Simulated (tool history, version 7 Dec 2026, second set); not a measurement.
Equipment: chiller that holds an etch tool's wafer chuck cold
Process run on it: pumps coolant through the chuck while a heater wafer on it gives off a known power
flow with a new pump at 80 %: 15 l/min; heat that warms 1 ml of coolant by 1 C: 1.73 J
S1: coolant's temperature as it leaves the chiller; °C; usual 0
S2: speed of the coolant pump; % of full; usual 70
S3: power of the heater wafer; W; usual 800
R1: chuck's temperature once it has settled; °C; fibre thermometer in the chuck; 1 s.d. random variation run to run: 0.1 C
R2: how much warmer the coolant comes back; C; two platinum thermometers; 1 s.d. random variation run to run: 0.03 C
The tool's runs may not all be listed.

run 1 hour=0 | S1=0 S2=70 S3=800 | R1=7.8 R2=2.25
run 2 hour=64.4 | S1=0 S2=70 S3=800 | R1=8 R2=2.31
run 3 hour=125.4 | S1=0 S2=70 S3=800 | R1=7.9 R2=2.24
run 4 hour=178.5 | S1=0 S2=62 S3=800 | R1=8.6 R2=2.61
run 5 hour=234.5 | S1=0 S2=62 S3=800 | R1=8.5 R2=2.59
run 6 hour=302.1 | S1=0 S2=62 S3=800 | R1=8.7 R2=2.59
run 7 hour=352.5 | S1=-7 S2=70 S3=800 | R1=1.1 R2=2.29
run 8 hour=386.8 | S1=-7 S2=70 S3=800 | R1=0.8 R2=2.26
run 9 hour=450.5 | S1=2 S2=70 S3=714 | R1=9.3 R2=2.05
run 10 hour=485.4 | S1=2 S2=70 S3=714 | R1=9.1 R2=2.11
run 11 hour=540.4 | S1=-4 S2=99 S3=714 | R1=2 R2=1.48
run 12 hour=607.5 | S1=-9 S2=65 S3=800 | R1=-0.6 R2=2.53
run 13 hour=657.1 | S1=-9 S2=65 S3=800 | R1=-0.5 R2=2.52
run 14 hour=722.3 | S1=3 S2=62 S3=738 | R1=11.1 R2=2.42
run 15 hour=776.5 | S1=-6 S2=81 S3=450 | R1=-1.5 R2=1.12
run 16 hour=839.3 | S1=5 S2=86 S3=420 | R1=9.2 R2=0.97

4 options for the next run, each taken on its own from the tool as it stands now. Forecast them:
run A hour=883 | S1=5 S2=86 S3=896 | R1=? R2=?
run B hour=883 | S1=5 S2=76 S3=420 | R1=? R2=?
run C hour=883 | S1=5 S2=77 S3=420 | R1=? R2=?
run D hour=883 | S1=-7 S2=86 S3=704 | R1=? R2=?

run=A R1=13.1 R2=2.06
run=B R1=9.7 R2=1.17
run=C R1=9.5 R2=1.08
run=D R1=-0.5 R2=1.64
With the hidden condition removed and each run's random variation left untouched, the same runs would have given:
run=A R1=11.3 R2=1.88
run=B R1=8.5 R2=1.07
run=C R1=8.3 R2=0.99
run=D R1=-2.1 R2=1.49
